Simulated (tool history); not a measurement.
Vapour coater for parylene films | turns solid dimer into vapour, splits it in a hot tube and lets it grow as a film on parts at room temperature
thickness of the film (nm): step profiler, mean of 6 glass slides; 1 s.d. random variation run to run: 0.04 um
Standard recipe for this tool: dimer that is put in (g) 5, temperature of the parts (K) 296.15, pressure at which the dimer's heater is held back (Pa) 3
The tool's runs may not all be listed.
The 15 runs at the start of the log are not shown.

run	hour	dimer that is put in (g)	temperature of the parts (K)	pressure at which the dimer's heater is held back (Pa)	thickness of the film (nm)
16	723	5	296.15	3	3940
17	755.4	3	296.15	3	2390
18	806.2	3	296.15	3	2390
19	869.5	3	296.15	3	2390
20	929.3	5	296.15	2.63	3970
21	974.9	5	296.15	2.9	3860
22	1037.3	5	296.15	2.9	3830
# hour 1090.7: table's thermometer calibrated
23	1090.7	5	304.15	2.27	3270
24	1146	8	298.15	8.98	4530
25	1194.3	8	294.15	2.28	6590
26	1222.2	8	294.15	2.28	6610
27	1264.8	5	296.15	11.81	2730
28	1298.1	5	302.15	2.73	3200
# hour 1321: trap's valve overhauled
29	1345.2	5	302.15	2.93	3500
30	1388.4	3	296.15	2.14	2650
# hour 1409.9: table's thermometer calibrated, once more
31	1418.4	3	301.15	2.14	2410
32	1483.4	8	289.15	4.57	7350
33	1539	3	296.15	6.06	2140
34	1582.6	8	291.15	10.89	5680
35	1639.5	6	298.15	3	4700
36	1684.1	6	298.15	3	4720
37	1716.8	6	298.15	3	4690
38	1785.6	5	296.15	11.58	3020
39	1822.2	5	298.15	3	3900

Forecast each of these 4 alternatives for the next run:
A	1874.8	2	290.15	10.13	?
B	1874.8	3	296.15	3.39	?
C	1874.8	5	300.15	3	?
D	1874.8	5	298.15	2.37	?

run	thickness of the film (nm)
A	1460
B	2370
C	3640
D	3950
Had the tool no hidden state, the same runs would have come out as:
run	thickness of the film (nm)
A	1560
B	2540
C	3910
D	4240
